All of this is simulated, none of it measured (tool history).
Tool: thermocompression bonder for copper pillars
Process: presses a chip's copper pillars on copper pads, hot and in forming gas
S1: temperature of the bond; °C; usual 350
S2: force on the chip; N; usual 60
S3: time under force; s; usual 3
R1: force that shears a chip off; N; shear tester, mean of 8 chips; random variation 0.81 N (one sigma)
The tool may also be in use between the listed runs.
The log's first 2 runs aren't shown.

{"run": 3, "hour": 76.5, "S1": 337, "S2": 60, "S3": 3, "R1": 61.6}
{"run": 4, "hour": 104.9, "S1": 350, "S2": 65, "S3": 3, "R1": 73.7}
{"run": 5, "hour": 127.3, "S1": 350, "S2": 65, "S3": 3, "R1": 72.7}
{"run": 6, "hour": 165.3, "S1": 350, "S2": 60, "S3": 3, "R1": 69.9}
{"run": 7, "hour": 191.0, "S1": 350, "S2": 60, "S3": 3, "R1": 68}
{"run": 8, "hour": 221.7, "S1": 350, "S2": 60, "S3": 3, "R1": 68.8}
{"run": 9, "hour": 249.8, "S1": 350, "S2": 85, "S3": 3, "R1": 83.2}
{"run": 10, "hour": 295.7, "S1": 346, "S2": 60, "S3": 3, "R1": 65.8}
{"run": 11, "hour": 340.9, "S1": 350, "S2": 60, "S3": 3, "R1": 67.6}
{"run": 12, "hour": 383.7, "S1": 350, "S2": 60, "S3": 3, "R1": 69.3}
{"hour": 387.4, "done": "forming gas filter changed"}
{"run": 13, "hour": 421.5, "S1": 350, "S2": 60, "S3": 3, "R1": 72.7}
{"run": 14, "hour": 466.7, "S1": 350, "S2": 60, "S3": 3, "R1": 73.2}
{"run": 15, "hour": 502.3, "S1": 350, "S2": 60, "S3": 3, "R1": 74.1}
{"run": 16, "hour": 544.9, "S1": 350, "S2": 60, "S3": 3, "R1": 73.1}
{"hour": 564.6, "done": "force cell calibrated"}
{"run": 17, "hour": 592.8, "S1": 350, "S2": 60, "S3": 3, "R1": 69.4}
{"run": 18, "hour": 621.4, "S1": 350, "S2": 60, "S3": 3, "R1": 68.8}
{"run": 19, "hour": 657.6, "S1": 326, "S2": 78, "S3": 7, "R1": 87.6}
{"run": 20, "hour": 702.8, "S1": 366, "S2": 59, "S3": 3, "R1": 79.1}
{"run": 21, "hour": 735.7, "S1": 366, "S2": 59, "S3": 3, "R1": 79.2}
{"run": 22, "hour": 762.1, "S1": 366, "S2": 41, "S3": 3, "R1": 61.8}
{"run": 23, "hour": 800.3, "S1": 350, "S2": 79, "S3": 4, "R1": 90}
{"run": 24, "hour": 827.4, "S1": 349, "S2": 77, "S3": 5, "R1": 92}
{"run": 25, "hour": 871.9, "S1": 369, "S2": 52, "S3": 2, "R1": 64.1}
{"run": 26, "hour": 910.0, "S1": 322, "S2": 39, "S3": 3, "R1": 38.5}
{"run": 27, "hour": 937.2, "S1": 346, "S2": 51, "S3": 3, "R1": 58.1}

Run 28 comes next. What will it give?
{"hour": 944.0, "done": "forming gas filter changed"}
{"hour": 959.9, "done": "heater calibrated with a thermocouple chip"}
{"run": 28, "hour": 959.9, "S1": 346, "S2": 51, "S3": 3, "R1": "?"}

Run 28 gave R1 57.3 N.
Without the tool's hidden state the same run would have given R1 56.6 N.

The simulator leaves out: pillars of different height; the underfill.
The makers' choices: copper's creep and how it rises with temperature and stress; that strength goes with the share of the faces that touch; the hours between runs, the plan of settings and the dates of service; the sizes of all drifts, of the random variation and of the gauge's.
